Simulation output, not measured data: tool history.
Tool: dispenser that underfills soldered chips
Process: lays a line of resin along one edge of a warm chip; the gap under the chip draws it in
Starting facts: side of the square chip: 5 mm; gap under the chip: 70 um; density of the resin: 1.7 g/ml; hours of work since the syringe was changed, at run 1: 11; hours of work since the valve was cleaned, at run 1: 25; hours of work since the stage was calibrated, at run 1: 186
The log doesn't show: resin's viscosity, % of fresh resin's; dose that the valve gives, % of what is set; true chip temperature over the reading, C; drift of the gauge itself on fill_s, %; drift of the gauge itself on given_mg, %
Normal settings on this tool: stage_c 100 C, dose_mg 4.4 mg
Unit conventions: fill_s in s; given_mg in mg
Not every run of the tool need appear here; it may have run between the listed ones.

| run | hour | stage_c | dose_mg | hours of work since the syringe was changed | hours of work since the valve was cleaned | hours of work since the stage was calibrated | fill_s | given_mg |
|---|---|---|---|---|---|---|---|---|
| 1 | 0 | 100 | 4.4 | 11 | 25 | 186 | 10.2 | 4.35 |
|  | 0.6 | new syringe of resin |
| 2 | 6.5 | 100 | 4.4 | 4 | 29 | 191 | 7.1 | 4.31 |
| 3 | 12.2 | 100 | 4.4 | 8 | 34 | 195 | 8.8 | 4.23 |
| 4 | 16.2 | 100 | 5.69 | 11 | 36 | 197 | 10.2 | 5.54 |
|  | 17 | new syringe of resin |
| 5 | 20.8 | 100 | 5.69 | 3 | 39 | 200 | 6.6 | 5.51 |
| 6 | 25.3 | 100 | 4.4 | 6 | 43 | 204 | 7.9 | 4.3 |
| 7 | 29.1 | 100 | 4.4 | 9 | 45 | 206 | 9.4 | 4.27 |
| 8 | 32.3 | 100 | 4.4 | 11 | 47 | 209 | 9.7 | 4.21 |
|  | 33.5 | new syringe of resin |
| 9 | 38.8 | 100 | 4.4 | 4 | 52 | 213 | 6.7 | 4.2 |
|  | 45 | dispensing valve cleaned and set on the balance |
| 10 | 45.8 | 100 | 4.4 | 8 | 1 | 217 | 9 | 4.4 |
|  | 50.7 | new syringe of resin |
| 11 | 50.7 | 100 | 4.91 | 0 | 4 | 220 | 4.9 | 4.93 |
| 12 | 53.5 | 100 | 4.91 | 2 | 6 | 222 | 6.7 | 4.87 |
| 13 | 56.8 | 100 | 5.32 | 4 | 8 | 225 | 6.7 | 5.25 |
| 14 | 62.1 | 100 | 5.32 | 8 | 12 | 228 | 8 | 5.19 |
| 15 | 65.8 | 100 | 5.32 | 11 | 14 | 231 | 9.1 | 5.26 |
|  | 67.2 | new syringe of resin |
| 16 | 72.2 | 100 | 5.32 | 3 | 19 | 235 | 6.4 | 5.18 |
| 17 | 75.3 | 100 | 5.32 | 6 | 21 | 238 | 7.8 | 5.24 |
| 18 | 78.8 | 104 | 5.32 | 8 | 23 | 240 | 7.6 | 5.19 |
|  | 83.5 | new syringe of resin |
| 19 | 83.8 | 100 | 5 | 0 | 27 | 243 | 5.4 | 4.88 |
| 20 | 88.5 | 105 | 4.4 | 4 | 30 | 247 | 5.3 | 4.33 |
| 21 | 93.9 | 105 | 4.4 | 7 | 34 | 250 | 7 | 4.29 |
| 22 | 99 | 105 | 4.13 | 11 | 37 | 254 | 8.4 | 4.02 |
|  | 100.3 | new syringe of resin |
| 23 | 104.9 | 105 | 4.13 | 3 | 41 | 258 | 5.3 | 3.98 |
| 24 | 108.5 | 109 | 4.08 | 6 | 44 | 260 | 5.7 | 3.92 |
| 25 | 113 | 103 | 5.27 | 9 | 47 | 264 | 8.4 | 5.05 |
|  | 117 | new syringe of resin |
| 26 | 118.4 | 103 | 5.27 | 1 | 51 | 267 | 4.7 | 5.1 |
| 27 | 121.6 | 100 | 3.72 | 3 | 53 | 269 | 7.1 | 3.59 |
|  | 126.3 | dispensing valve cleaned and set on the balance |
| 28 | 128 | 100 | 3.72 | 7 | 1 | 273 | 8.5 | 3.72 |
| 29 | 133.6 | 102 | 4.97 | 11 | 5 | 277 | 9.8 | 4.94 |
|  | 134.9 | new syringe of resin |
| 30 | 138 | 102 | 4.52 | 2 | 8 | 280 | 5.8 | 4.49 |
| 31 | 144.2 | 94 | 4.3 | 7 | 12 | 284 | 9.2 | 4.27 |
| 32 | 149.8 | 106 | 5.67 | 11 | 16 | 288 | 7.3 | 5.58 |

Run 33 comes next. What will it give?
|  | 151.5 | new syringe of resin |
| 33 | 155.8 | 94 | 5.59 | 3 | 20 | 292 | ? | ? |

fill_s: 7 s
given_mg: 5.52 mg
Minus the tool's unlogged condition, the same run would have read fill_s 6 s, given_mg 5.62 mg.

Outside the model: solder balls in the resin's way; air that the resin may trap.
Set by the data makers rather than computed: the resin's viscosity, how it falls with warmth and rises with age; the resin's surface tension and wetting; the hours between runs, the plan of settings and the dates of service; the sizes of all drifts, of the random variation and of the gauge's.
